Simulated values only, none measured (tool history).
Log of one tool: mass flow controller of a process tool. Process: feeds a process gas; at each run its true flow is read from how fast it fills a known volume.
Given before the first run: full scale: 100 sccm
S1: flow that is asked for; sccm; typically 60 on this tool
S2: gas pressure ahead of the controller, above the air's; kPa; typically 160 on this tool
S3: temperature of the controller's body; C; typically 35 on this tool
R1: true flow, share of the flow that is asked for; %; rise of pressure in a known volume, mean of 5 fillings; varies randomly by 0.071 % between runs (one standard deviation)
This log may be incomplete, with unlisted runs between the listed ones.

run    hour  S1   S2  S3      R1
  1       0  60  160  35  100.62
  2    62.9  60  160  35  100.64
  3   171.3  60  160  35  100.64
  4   217.1  60  163  35  100.51
  5   328.1  60  163  35  100.72
  6   389.4  60  147  35  100.64
  7   449.7  60  150  35  100.65
  8   555.8  60  150  35  100.63
  9   651.4  60  160  28   99.79
 10   718.1  60  160  28   99.86
 11   804.8  60  160  28   99.78
 12   878.9  60  160  35  100.61
 13   979.8  60  160  35  100.76
 14  1045.6  60  160  35  100.69
 15  1144.2  60  160  35  100.67
 16  1217.4  60  160  35  100.59
 17    1293  76  160  35  100.96
 18  1380.9  60  160  25   99.42
 19    1428  60  160  25    99.5
 20  1519.5  85  248  35  101.22
 21    1599  85  248  35  101.17
 22    1690  18  173  27   99.28
 23  1781.7  19  191  22   98.72
 24  1832.4  38  240  22    99.1
 25  1889.8  38  240  22   99.17
 26  1945.4  38  240  22   99.01
 27  1999.5  38  143  22   98.91
 28  2080.4  21  151  35   100.2
 29  2166.8  60  215  38  101.04
 30  2257.5  74  235  23   99.56
 31  2357.5  89  240  22   99.63
 32  2451.4  47  209  25   99.43
 33  2506.2  60  220  35  100.73
 34    2612  60  220  35  100.82
 35  2723.4  11  168  25   99.19
 36  2771.5  54  224  23    99.4
 37    2846  60  160  28   99.82
 38  2901.9  14  183  26   99.24

Alternative continuations, all from the tool just after run 38; predict every row:
  A  3004.8  52  168  21   ?
  B  3004.8  18  240  24   ?
  C  3004.8  61  197  35   ?

run      R1
  A   98.85
  B   99.24
  C  100.75
Had the tool no hidden state, the same runs would have come out as:
run      R1
  A   98.85
  B   99.23
  C  100.75
